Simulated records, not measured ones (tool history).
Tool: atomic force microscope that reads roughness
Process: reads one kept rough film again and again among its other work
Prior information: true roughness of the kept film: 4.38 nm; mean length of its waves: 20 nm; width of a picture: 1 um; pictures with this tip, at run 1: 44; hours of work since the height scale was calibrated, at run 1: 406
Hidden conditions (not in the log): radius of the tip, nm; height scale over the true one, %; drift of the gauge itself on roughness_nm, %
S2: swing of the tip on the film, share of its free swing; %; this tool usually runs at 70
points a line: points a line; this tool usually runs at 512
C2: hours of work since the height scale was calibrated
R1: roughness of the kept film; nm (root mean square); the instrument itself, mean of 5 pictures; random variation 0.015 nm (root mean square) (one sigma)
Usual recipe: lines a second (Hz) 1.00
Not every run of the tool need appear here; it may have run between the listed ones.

run 1 hour=0.0 | lines_a_second_(Hz)=1.00 S2=70 points_a_line=512 | pictures_with_this_tip=44 C2=406 | R1=2.820
-- hour=23.9 new tip fitted
run 2 hour=46.6 | lines_a_second_(Hz)=1.23 S2=70 points_a_line=512 | pictures_with_this_tip=37 C2=440 | R1=2.846
-- hour=73.7 new tip fitted
run 3 hour=85.5 | lines_a_second_(Hz)=1.23 S2=70 points_a_line=512 | pictures_with_this_tip=19 C2=469 | R1=3.122
-- hour=128.1 new tip fitted
run 4 hour=128.1 | lines_a_second_(Hz)=1.23 S2=70 points_a_line=512 | pictures_with_this_tip=0 C2=500 | R1=3.449
run 5 hour=173.1 | lines_a_second_(Hz)=1.23 S2=70 points_a_line=512 | pictures_with_this_tip=73 C2=533 | R1=2.380
-- hour=179.2 new tip fitted
run 6 hour=218.0 | lines_a_second_(Hz)=1.23 S2=70 points_a_line=512 | pictures_with_this_tip=63 C2=566 | R1=2.520
-- hour=229.6 new tip fitted
run 7 hour=267.4 | lines_a_second_(Hz)=1.00 S2=70 points_a_line=512 | pictures_with_this_tip=62 C2=602 | R1=2.505
-- hour=280.8 new tip fitted
run 8 hour=326.3 | lines_a_second_(Hz)=1.00 S2=70 points_a_line=512 | pictures_with_this_tip=74 C2=646 | R1=2.371
-- hour=334.0 new tip fitted
run 9 hour=364.1 | lines_a_second_(Hz)=1.00 S2=70 points_a_line=512 | pictures_with_this_tip=49 C2=673 | R1=2.692
-- hour=387.7 new tip fitted
-- hour=440.0 new tip fitted
run 10 hour=447.4 | lines_a_second_(Hz)=1.00 S2=70 points_a_line=512 | pictures_with_this_tip=12 C2=734 | R1=3.254
-- hour=496.2 new tip fitted
run 11 hour=507.3 | lines_a_second_(Hz)=1.00 S2=70 points_a_line=512 | pictures_with_this_tip=18 C2=778 | R1=3.100
-- hour=548.5 new tip fitted
run 12 hour=589.6 | lines_a_second_(Hz)=1.00 S2=70 points_a_line=512 | pictures_with_this_tip=67 C2=839 | R1=2.540
-- hour=603.1 new tip fitted
-- hour=654.6 new tip fitted
run 13 hour=667.5 | lines_a_second_(Hz)=1.00 S2=85 points_a_line=512 | pictures_with_this_tip=21 C2=896 | R1=2.979
-- hour=707.0 new tip fitted
run 14 hour=736.0 | lines_a_second_(Hz)=1.00 S2=85 points_a_line=512 | pictures_with_this_tip=47 C2=946 | R1=2.675
-- hour=759.4 new tip fitted
run 15 hour=789.1 | lines_a_second_(Hz)=1.00 S2=85 points_a_line=512 | pictures_with_this_tip=49 C2=985 | R1=2.614
-- hour=812.5 new tip fitted
-- hour=863.1 new tip fitted
run 16 hour=869.0 | lines_a_second_(Hz)=1.00 S2=85 points_a_line=512 | pictures_with_this_tip=10 C2=1043 | R1=3.091
-- hour=914.8 new tip fitted
run 17 hour=929.6 | lines_a_second_(Hz)=1.00 S2=85 points_a_line=512 | pictures_with_this_tip=24 C2=1088 | R1=2.938
-- hour=969.7 new tip fitted
run 18 hour=1013.4 | lines_a_second_(Hz)=1.00 S2=88 points_a_line=512 | pictures_with_this_tip=71 C2=1149 | R1=2.329
-- hour=1021.2 new tip fitted
-- hour=1074.4 new tip fitted
run 19 hour=1077.4 | lines_a_second_(Hz)=1.00 S2=88 points_a_line=512 | pictures_with_this_tip=5 C2=1196 | R1=3.289
run 20 hour=1119.8 | lines_a_second_(Hz)=1.00 S2=88 points_a_line=512 | pictures_with_this_tip=74 C2=1228 | R1=2.370
-- hour=1126.2 new tip fitted
-- hour=1180.1 new tip fitted
run 21 hour=1180.1 | lines_a_second_(Hz)=1.00 S2=70 points_a_line=512 | pictures_with_this_tip=0 C2=1271 | R1=3.373
-- hour=1230.3 new tip fitted
run 22 hour=1243.4 | lines_a_second_(Hz)=1.00 S2=70 points_a_line=512 | pictures_with_this_tip=22 C2=1318 | R1=3.093
-- hour=1281.8 new tip fitted
run 23 hour=1316.4 | lines_a_second_(Hz)=1.00 S2=70 points_a_line=512 | pictures_with_this_tip=57 C2=1372 | R1=2.618
-- hour=1334.8 new tip fitted
run 24 hour=1362.4 | lines_a_second_(Hz)=1.00 S2=70 points_a_line=512 | pictures_with_this_tip=45 C2=1405 | R1=2.677
-- hour=1387.9 new tip fitted
run 25 hour=1414.3 | lines_a_second_(Hz)=1.00 S2=70 points_a_line=512 | pictures_with_this_tip=43 C2=1443 | R1=2.775
-- hour=1441.5 new tip fitted
run 26 hour=1482.2 | lines_a_second_(Hz)=1.98 S2=75 points_a_line=439 | pictures_with_this_tip=66 C2=1493 | R1=2.436
-- hour=1496.0 new tip fitted
-- hour=1522.8 height scale calibrated on a step standard
-- hour=1547.7 new tip fitted
run 27 hour=1558.1 | lines_a_second_(Hz)=0.69 S2=68 points_a_line=720 | pictures_with_this_tip=17 C2=26 | R1=3.251
-- hour=1601.4 new tip fitted
run 28 hour=1605.8 | lines_a_second_(Hz)=0.69 S2=68 points_a_line=720 | pictures_with_this_tip=7 C2=61 | R1=3.397
-- hour=1651.7 new tip fitted
run 29 hour=1662.6 | lines_a_second_(Hz)=0.69 S2=68 points_a_line=720 | pictures_with_this_tip=18 C2=102 | R1=3.134
-- hour=1703.1 new tip fitted
run 30 hour=1703.1 | lines_a_second_(Hz)=3.00 S2=70 points_a_line=765 | pictures_with_this_tip=0 C2=132 | R1=3.332
run 31 hour=1738.7 | lines_a_second_(Hz)=1.00 S2=70 points_a_line=676 | pictures_with_this_tip=59 C2=158 | R1=2.723
-- hour=1758.8 new tip fitted
run 32 hour=1784.2 | lines_a_second_(Hz)=1.00 S2=70 points_a_line=676 | pictures_with_this_tip=41 C2=192 | R1=2.752
-- hour=1809.1 new tip fitted
run 33 hour=1857.0 | lines_a_second_(Hz)=1.00 S2=70 points_a_line=676 | pictures_with_this_tip=78 C2=245 | R1=2.397

The next listed run, before its measurement:
-- hour=1863.2 new tip fitted
run 34 hour=1904.5 | lines_a_second_(Hz)=1.00 S2=70 points_a_line=676 | pictures_with_this_tip=68 C2=280 | R1=?

{"run 34": {"R1": 2.53}}
Minus the tool's unlogged condition, the same run would have read R1 3.513 nm (root mean square).
